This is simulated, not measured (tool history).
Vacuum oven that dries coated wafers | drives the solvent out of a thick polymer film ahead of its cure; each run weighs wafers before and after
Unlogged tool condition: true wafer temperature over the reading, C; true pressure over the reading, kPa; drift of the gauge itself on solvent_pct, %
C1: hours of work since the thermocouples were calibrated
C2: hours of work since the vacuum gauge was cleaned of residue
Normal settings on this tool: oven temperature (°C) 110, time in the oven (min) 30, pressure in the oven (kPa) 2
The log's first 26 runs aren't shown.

{"run": 27, "hour": 789.3, "oven temperature (°C)": 125, "time in the oven (min)": 17, "pressure in the oven (kPa)": 4.64, "C1": 300, "C2": 430, "solvent left in the film (%)": 3.77}
{"run": 28, "hour": 819.0, "oven temperature (°C)": 125, "time in the oven (min)": 17, "pressure in the oven (kPa)": 6.45, "C1": 314, "C2": 445, "solvent left in the film (%)": 4.87}
{"run": 29, "hour": 847.2, "oven temperature (°C)": 125, "time in the oven (min)": 17, "pressure in the oven (kPa)": 6.45, "C1": 328, "C2": 459, "solvent left in the film (%)": 4.87}
{"hour": 852.8, "done": "vacuum gauge cleaned of residue and calibrated"}
{"run": 30, "hour": 866.7, "oven temperature (°C)": 110, "time in the oven (min)": 25, "pressure in the oven (kPa)": 2, "C1": 337, "C2": 7, "solvent left in the film (%)": 4.16}
{"run": 31, "hour": 898.9, "oven temperature (°C)": 110, "time in the oven (min)": 45, "pressure in the oven (kPa)": 2.76, "C1": 353, "C2": 23, "solvent left in the film (%)": 3.47}
{"run": 32, "hour": 940.6, "oven temperature (°C)": 103, "time in the oven (min)": 15, "pressure in the oven (kPa)": 2.87, "C1": 373, "C2": 43, "solvent left in the film (%)": 8.91}
{"run": 33, "hour": 961.4, "oven temperature (°C)": 103, "time in the oven (min)": 15, "pressure in the oven (kPa)": 1.16, "C1": 383, "C2": 53, "solvent left in the film (%)": 7.47}
{"hour": 981.6, "done": "vacuum gauge cleaned of residue and calibrated, once more"}
{"run": 34, "hour": 981.6, "oven temperature (°C)": 105, "time in the oven (min)": 19, "pressure in the oven (kPa)": 3.61, "C1": 393, "C2": 0, "solvent left in the film (%)": 8.07}
{"run": 35, "hour": 1021.7, "oven temperature (°C)": 105, "time in the oven (min)": 19, "pressure in the oven (kPa)": 6.78, "C1": 412, "C2": 20, "solvent left in the film (%)": 10.81}
{"run": 36, "hour": 1050.2, "oven temperature (°C)": 105, "time in the oven (min)": 19, "pressure in the oven (kPa)": 6.78, "C1": 426, "C2": 34, "solvent left in the film (%)": 10.79}
{"run": 37, "hour": 1078.2, "oven temperature (°C)": 99, "time in the oven (min)": 19, "pressure in the oven (kPa)": 2.08, "C1": 440, "C2": 48, "solvent left in the film (%)": 8.44}
{"run": 38, "hour": 1120.8, "oven temperature (°C)": 99, "time in the oven (min)": 19, "pressure in the oven (kPa)": 2.08, "C1": 461, "C2": 68, "solvent left in the film (%)": 8.45}
{"run": 39, "hour": 1152.5, "oven temperature (°C)": 99, "time in the oven (min)": 19, "pressure in the oven (kPa)": 2.08, "C1": 477, "C2": 84, "solvent left in the film (%)": 8.4}
{"run": 40, "hour": 1178.7, "oven temperature (°C)": 121, "time in the oven (min)": 23, "pressure in the oven (kPa)": 4.09, "C1": 490, "C2": 97, "solvent left in the film (%)": 3.52}
{"run": 41, "hour": 1219.2, "oven temperature (°C)": 112, "time in the oven (min)": 32, "pressure in the oven (kPa)": 2, "C1": 510, "C2": 117, "solvent left in the film (%)": 2.87}
{"run": 42, "hour": 1253.3, "oven temperature (°C)": 118, "time in the oven (min)": 30, "pressure in the oven (kPa)": 2, "C1": 526, "C2": 134, "solvent left in the film (%)": 2.04}
{"run": 43, "hour": 1271.8, "oven temperature (°C)": 104, "time in the oven (min)": 24, "pressure in the oven (kPa)": 1.2, "C1": 535, "C2": 143, "solvent left in the film (%)": 5.11}
{"run": 44, "hour": 1301.1, "oven temperature (°C)": 104, "time in the oven (min)": 24, "pressure in the oven (kPa)": 1.2, "C1": 550, "C2": 157, "solvent left in the film (%)": 5.15}
{"run": 45, "hour": 1320.5, "oven temperature (°C)": 104, "time in the oven (min)": 24, "pressure in the oven (kPa)": 1.2, "C1": 559, "C2": 167, "solvent left in the film (%)": 5.09}
{"run": 46, "hour": 1352.6, "oven temperature (°C)": 103, "time in the oven (min)": 17, "pressure in the oven (kPa)": 4.91, "C1": 575, "C2": 183, "solvent left in the film (%)": 10.03}
{"run": 47, "hour": 1391.8, "oven temperature (°C)": 112, "time in the oven (min)": 30, "pressure in the oven (kPa)": 1.54, "C1": 594, "C2": 202, "solvent left in the film (%)": 2.6}

Forecast each of these 4 alternatives for the next run:
{"run": "A", "hour": 1414.5, "oven temperature (°C)": 112, "time in the oven (min)": 17, "pressure in the oven (kPa)": 2.51, "C1": 606, "C2": 213, "solvent left in the film (%)": "?"}
{"run": "B", "hour": 1414.5, "oven temperature (°C)": 120, "time in the oven (min)": 44, "pressure in the oven (kPa)": 2, "C1": 606, "C2": 213, "solvent left in the film (%)": "?"}
{"run": "C", "hour": 1414.5, "oven temperature (°C)": 113, "time in the oven (min)": 30, "pressure in the oven (kPa)": 5.14, "C1": 606, "C2": 213, "solvent left in the film (%)": "?"}
{"run": "D", "hour": 1414.5, "oven temperature (°C)": 109, "time in the oven (min)": 31, "pressure in the oven (kPa)": 4.08, "C1": 606, "C2": 213, "solvent left in the film (%)": "?"}

run=A solvent_left_in_the_film_(%)=5.28
run=B solvent_left_in_the_film_(%)=1.57
run=C solvent_left_in_the_film_(%)=5.59
run=D solvent_left_in_the_film_(%)=5.59
The same runs, with their run-to-run variation unchanged, on a tool lacking any hidden condition would have given:
run=A solvent_left_in_the_film_(%)=5.68
run=B solvent_left_in_the_film_(%)=1.64
run=C solvent_left_in_the_film_(%)=5.95
run=D solvent_left_in_the_film_(%)=5.98

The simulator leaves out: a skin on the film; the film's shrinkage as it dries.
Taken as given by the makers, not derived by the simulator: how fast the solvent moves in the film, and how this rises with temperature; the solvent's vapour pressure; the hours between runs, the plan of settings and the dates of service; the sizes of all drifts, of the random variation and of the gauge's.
